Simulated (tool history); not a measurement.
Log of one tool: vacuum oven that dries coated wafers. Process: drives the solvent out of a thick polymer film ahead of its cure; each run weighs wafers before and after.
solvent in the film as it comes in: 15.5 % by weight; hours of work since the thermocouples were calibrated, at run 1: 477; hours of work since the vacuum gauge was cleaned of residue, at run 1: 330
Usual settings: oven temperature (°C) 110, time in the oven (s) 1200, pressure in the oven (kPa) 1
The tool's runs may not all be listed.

| run | hour | oven temperature (°C) | time in the oven (s) | pressure in the oven (kPa) | hours of work since the thermocouples were calibrated | hours of work since the vacuum gauge was cleaned of residue | solvent left in the film (%) |
|---|---|---|---|---|---|---|---|
| 1 | 0 | 110 | 1200 | 1 | 477 | 330 | 1.54 |
| 2 | 42.9 | 110 | 1200 | 1 | 504 | 356 | 1.53 |
| 3 | 86.2 | 110 | 1200 | 1 | 530 | 383 | 1.53 |
| 4 | 136.8 | 110 | 1200 | 1 | 561 | 414 | 1.51 |
| 5 | 166.2 | 110 | 1200 | 0.54 | 579 | 432 | 1.23 |
| 6 | 220.1 | 110 | 1200 | 0.54 | 613 | 465 | 1.33 |
| 7 | 251.3 | 110 | 1200 | 0.54 | 632 | 484 | 1.17 |
| 8 | 288.2 | 110 | 1200 | 0.54 | 654 | 507 | 1.22 |
| 9 | 319.1 | 108 | 1200 | 1 | 673 | 526 | 1.87 |
| 10 | 363.6 | 110 | 1200 | 1 | 701 | 553 | 1.56 |
| 11 | 395.7 | 110 | 1200 | 1 | 720 | 573 | 1.56 |
| 12 | 425.6 | 110 | 1200 | 1 | 739 | 592 | 1.52 |
| 13 | 467.4 | 110 | 1200 | 1 | 765 | 617 | 1.5 |
| 14 | 517.6 | 110 | 1200 | 0.71 | 795 | 648 | 1.38 |
| 15 | 562.2 | 110 | 1200 | 0.71 | 823 | 675 | 1.4 |
| 16 | 591.6 | 104 | 1200 | 2.61 | 841 | 693 | 3.9 |
| 17 | 616.4 | 121 | 1500 | 2.13 | 856 | 709 | 1.06 |
| 18 | 649.5 | 120 | 2040 | 2.21 | 876 | 729 | 1.17 |
| 19 | 708.1 | 113 | 660 | 2.21 | 912 | 765 | 3.15 |
| 20 | 763.6 | 113 | 660 | 2.21 | 947 | 799 | 3.13 |
| 21 | 795.5 | 113 | 660 | 2.21 | 966 | 819 | 3.15 |
| 22 | 837.6 | 113 | 660 | 2.21 | 992 | 845 | 3.07 |
| 23 | 889.8 | 110 | 1440 | 1 | 1024 | 877 | 1.22 |
| 24 | 931.4 | 110 | 1020 | 2.27 | 1050 | 902 | 2.59 |
| 25 | 984.6 | 111 | 1200 | 0.84 | 1082 | 935 | 1.29 |
| 26 | 1025.2 | 104 | 600 | 0.85 | 1107 | 960 | 5.36 |
| 27 | 1066.6 | 106 | 1260 | 0.85 | 1133 | 985 | 2.01 |
| 28 | 1107.5 | 116 | 1980 | 0.5 | 1158 | 1010 | 0.47 |

Measured less the same run without the tool's hidden state. The same run-to-run variation is in both; the gauge's scatter may not be:
The hidden state here: true wafer temperature over the reading, C; true pressure over the reading, kPa; drift of the gauge itself on solvent_pct, %.
| run | solvent left in the film (%) |
|---|---|
| 1 | -0.05 |
| 2 | -0.05 |
| 3 | -0.05 |
| 4 | -0.05 |
| 5 | -0.05 |
| 6 | -0.04 |
| 7 | -0.05 |
| 8 | -0.05 |
| 9 | -0.09 |
| 10 | -0.06 |
| 11 | -0.05 |
| 12 | -0.05 |
| 13 | -0.06 |
| 14 | -0.05 |
| 15 | -0.05 |
| 16 | -0.19 |
| 17 | +0.08 |
| 18 | +0.09 |
| 19 | -0.24 |
| 20 | -0.24 |
| 21 | -0.25 |
| 22 | -0.24 |
| 23 | +0.02 |
| 24 | -0.16 |
| 25 | -0.03 |
| 26 | -0.37 |
| 27 | -0.13 |
| 28 | +0.18 |

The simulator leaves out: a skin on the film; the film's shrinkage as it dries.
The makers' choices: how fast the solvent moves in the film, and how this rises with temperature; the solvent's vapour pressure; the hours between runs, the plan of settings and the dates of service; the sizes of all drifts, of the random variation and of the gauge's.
